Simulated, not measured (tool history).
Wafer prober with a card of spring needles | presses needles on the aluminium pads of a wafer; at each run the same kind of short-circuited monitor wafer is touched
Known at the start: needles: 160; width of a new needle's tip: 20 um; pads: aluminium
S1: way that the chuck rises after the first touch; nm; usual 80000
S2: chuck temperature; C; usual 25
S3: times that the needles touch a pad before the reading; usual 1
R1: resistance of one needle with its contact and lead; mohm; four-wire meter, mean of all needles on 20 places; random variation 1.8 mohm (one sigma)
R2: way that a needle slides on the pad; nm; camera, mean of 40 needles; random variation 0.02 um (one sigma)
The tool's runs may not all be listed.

Run 1, hour 0: usual settings. Result: R1 232 mohm, R2 12430 nm.
At hour 9.9: tips cleaned on abrasive film.
At hour 23.1: tips cleaned on abrasive film.
At hour 23.4: height of the first contact set anew.
At hour 39.9: tips cleaned on abrasive film.
At hour 56.4: tips cleaned on abrasive film.
Run 2, hour 65.2: usual settings. Result: R1 259 mohm, R2 12510 nm.
At hour 71.9: tips cleaned on abrasive film.
At hour 85.1: tips cleaned on abrasive film.
At hour 101.5: tips cleaned on abrasive film.
At hour 118: tips cleaned on abrasive film.
At hour 131.2: tips cleaned on abrasive film.
At hour 138.1: height of the first contact set anew.
At hour 146.1: tips cleaned on abrasive film.
Run 3, hour 146.1: usual settings but S1 81000 nm. Result: R1 192 mohm, R2 12630 nm.
At hour 159.3: tips cleaned on abrasive film.
At hour 172.5: tips cleaned on abrasive film.
At hour 189: tips cleaned on abrasive film.
At hour 205.5: tips cleaned on abrasive film.
At hour 218.7: tips cleaned on abrasive film.
Run 4, hour 223.4: usual settings but S1 81000 nm. Result: R1 247 mohm, R2 12610 nm.
At hour 233.3: tips cleaned on abrasive film.
At hour 246.5: tips cleaned on abrasive film.
At hour 250.1: height of the first contact set anew.
At hour 263.3: tips cleaned on abrasive film.
At hour 279.7: tips cleaned on abrasive film.
Run 5, hour 286: usual settings but S1 81000 nm. Result: R1 251 mohm, R2 12670 nm.
At hour 296: tips cleaned on abrasive film.
At hour 309.2: tips cleaned on abrasive film.
At hour 322.4: tips cleaned on abrasive film.
Run 6, hour 333.2: usual settings but S1 81000 nm. Result: R1 266 mohm, R2 12650 nm.
At hour 336.6: tips cleaned on abrasive film.
At hour 349.8: tips cleaned on abrasive film.
At hour 363: tips cleaned on abrasive film.
At hour 363.3: height of the first contact set anew.
At hour 379.8: tips cleaned on abrasive film.
At hour 393: tips cleaned on abrasive film, once more.
At hour 409.5: tips cleaned on abrasive film.
Run 7, hour 414.7: usual settings but S1 82000 nm. Result: R1 250 mohm, R2 12790 nm.
At hour 424.6: tips cleaned on abrasive film.
At hour 441.1: tips cleaned on abrasive film.
At hour 457.6: tips cleaned on abrasive film.
At hour 474.1: tips cleaned on abrasive film.
At hour 477.7: height of the first contact set anew.
At hour 487.6: tips cleaned on abrasive film.
Run 8, hour 489.4: usual settings but S1 82000 nm. Result: R1 223 mohm, R2 12850 nm.
At hour 502.6: tips cleaned on abrasive film.
At hour 515.8: tips cleaned on abrasive film.
At hour 532.3: tips cleaned on abrasive film.
At hour 545.5: tips cleaned on abrasive film.
Run 9, hour 553.4: usual settings but S1 82000 nm. Result: R1 262 mohm, R2 12810 nm.
At hour 560.1: tips cleaned on abrasive film.
At hour 573.3: tips cleaned on abrasive film.
At hour 586.5: tips cleaned on abrasive film.
At hour 590.1: height of the first contact set anew.
At hour 600: tips cleaned on abrasive film.
At hour 613.2: tips cleaned on abrasive film.
At hour 626.4: tips cleaned on abrasive film.
Run 10, hour 629.6: usual settings but S1 82000 nm. Result: R1 238 mohm, R2 12860 nm.
At hour 642.8: tips cleaned on abrasive film.
At hour 656: tips cleaned on abrasive film.
Run 11, hour 666.7: usual settings but S1 82000 nm, S2 114 C. Result: R1 286 mohm, R2 12780 nm.
At hour 670.1: tips cleaned on abrasive film.
At hour 686.6: tips cleaned on abrasive film.
At hour 699.8: tips cleaned on abrasive film.
At hour 703.3: height of the first contact set anew.
Run 12, hour 707.7: usual settings. Result: R1 267 mohm, R2 12540 nm.
At hour 714.4: tips cleaned on abrasive film.
At hour 727.6: tips cleaned on abrasive film.
At hour 740.8: tips cleaned on abrasive film.
At hour 756.7: tips cleaned on abrasive film.
Run 13, hour 756.7: usual settings but S1 61000 nm, S2 38 C. Result: R1 200 mohm, R2 9500 nm.
At hour 773.1: tips cleaned on abrasive film.
At hour 789.6: tips cleaned on abrasive film.
At hour 802.8: tips cleaned on abrasive film.
At hour 816: tips cleaned on abrasive film.
At hour 816.3: height of the first contact set anew.
Run 14, hour 822.1: usual settings but S1 74000 nm, S2 99 C. Result: R1 286 mohm, R2 11630 nm.
At hour 832: tips cleaned on abrasive film.
At hour 845.2: tips cleaned on abrasive film.
Run 15, hour 857.5: usual settings but S1 93000 nm, S2 89 C, S3 2. Result: R1 240 mohm, R2 14570 nm.
At hour 860.9: tips cleaned on abrasive film.
At hour 874.1: tips cleaned on abrasive film.
At hour 887.3: tips cleaned on abrasive film.
Run 16, hour 891.6: usual settings but S2 115 C. Result: R1 264 mohm, R2 12460 nm.
At hour 901.5: tips cleaned on abrasive film.
At hour 914.7: tips cleaned on abrasive film.
Run 17, hour 926.2: usual settings but S2 115 C. Result: R1 288 mohm, R2 12430 nm.
At hour 929.5: tips cleaned on abrasive film.
At hour 929.8: height of the first contact set anew.
At hour 943: tips cleaned on abrasive film.
At hour 956.2: tips cleaned on abrasive film.
At hour 969.5: tips cleaned on abrasive film.
At hour 982.7: tips cleaned on abrasive film.
At hour 995.9: tips cleaned on abrasive film.
Run 18, hour 1004.4: usual settings but S1 94000 nm, S2 91 C, S3 2. Result: R1 231 mohm, R2 14650 nm.
At hour 1011: tips cleaned on abrasive film.
At hour 1024.2: tips cleaned on abrasive film.
At hour 1037.4: tips cleaned on abrasive film.
Run 19, hour 1038.7: usual settings but S1 94000 nm, S2 91 C, S3 2. Result: R1 216 mohm, R2 14590 nm.
At hour 1042.3: height of the first contact set anew.
At hour 1052.2: tips cleaned on abrasive film.
At hour 1065.4: tips cleaned on abrasive film.
At hour 1078.6: tips cleaned on abrasive film.
Run 20, hour 1090.2: usual settings but S1 94000 nm, S2 91 C, S3 2. Result: R1 241 mohm, R2 14700 nm.
At hour 1093.5: tips cleaned on abrasive film.
At hour 1106.7: tips cleaned on abrasive film.
At hour 1123.2: tips cleaned on abrasive film.
At hour 1136.4: tips cleaned on abrasive film.
At hour 1149.6: tips cleaned on abrasive film.
At hour 1156.5: height of the first contact set anew.
At hour 1163.6: tips cleaned on abrasive film.
Run 21, hour 1163.6: usual settings but S1 64000 nm, S2 50 C. Result: R1 209 mohm, R2 10020 nm.
At hour 1176.8: tips cleaned on abrasive film.
At hour 1193.2: tips cleaned on abrasive film.
At hour 1209.7: tips cleaned on abrasive film.
At hour 1222.9: tips cleaned on abrasive film.
Run 22, hour 1230.8: usual settings but S1 73000 nm, S2 50 C, S3 2. Result: R1 259 mohm, R2 11370 nm.
At hour 1237.4: tips cleaned on abrasive film.
At hour 1250.6: tips cleaned on abrasive film.
At hour 1263.8: tips cleaned on abrasive film.
At hour 1270.7: height of the first contact set anew.
At hour 1280.6: tips cleaned on abrasive film.
At hour 1293.8: tips cleaned on abrasive film.
Run 23, hour 1301.4: usual settings but S1 60000 nm, S2 86 C. Result: R1 353 mohm, R2 9370 nm.
At hour 1308: tips cleaned on abrasive film.
At hour 1321.2: tips cleaned on abrasive film.
At hour 1334.4: tips cleaned on abrasive film.
At hour 1347.6: tips cleaned on abrasive film.
At hour 1360.8: tips cleaned on abrasive film.
At hour 1374: tips cleaned on abrasive film.
At hour 1384.2: height of the first contact set anew.
Run 24, hour 1384.5: usual settings but S1 60000 nm, S2 86 C. Result: R1 361 mohm, R2 9440 nm.

The same runs without the tool's hidden state, with the same run-to-run variation:
The hidden state here: debris on the tips, nm; way that the needles fall short of the set height, um; tips' diameter, um; drift of the gauge itself on contact_mohm, %; drift of the gauge itself on scrub_um, %.
run   R1     R2
  1  181  12540
  2  183  12560
  3  183  12650
  4  185  12710
  5  184  12720
  6  184  12740
  7  184  12850
  8  184  12870
  9  185  12890
 10  185  12910
 11  206  12860
 12  182  12540
 13  187   9570
 14  203  11630
 15  197  14610
 16  201  12550
 17  204  12550
 18  193  14760
 19  198  14750
 20  199  14740
 21  192  10030
 22  193  11480
 23  203   9410
 24  202   9440

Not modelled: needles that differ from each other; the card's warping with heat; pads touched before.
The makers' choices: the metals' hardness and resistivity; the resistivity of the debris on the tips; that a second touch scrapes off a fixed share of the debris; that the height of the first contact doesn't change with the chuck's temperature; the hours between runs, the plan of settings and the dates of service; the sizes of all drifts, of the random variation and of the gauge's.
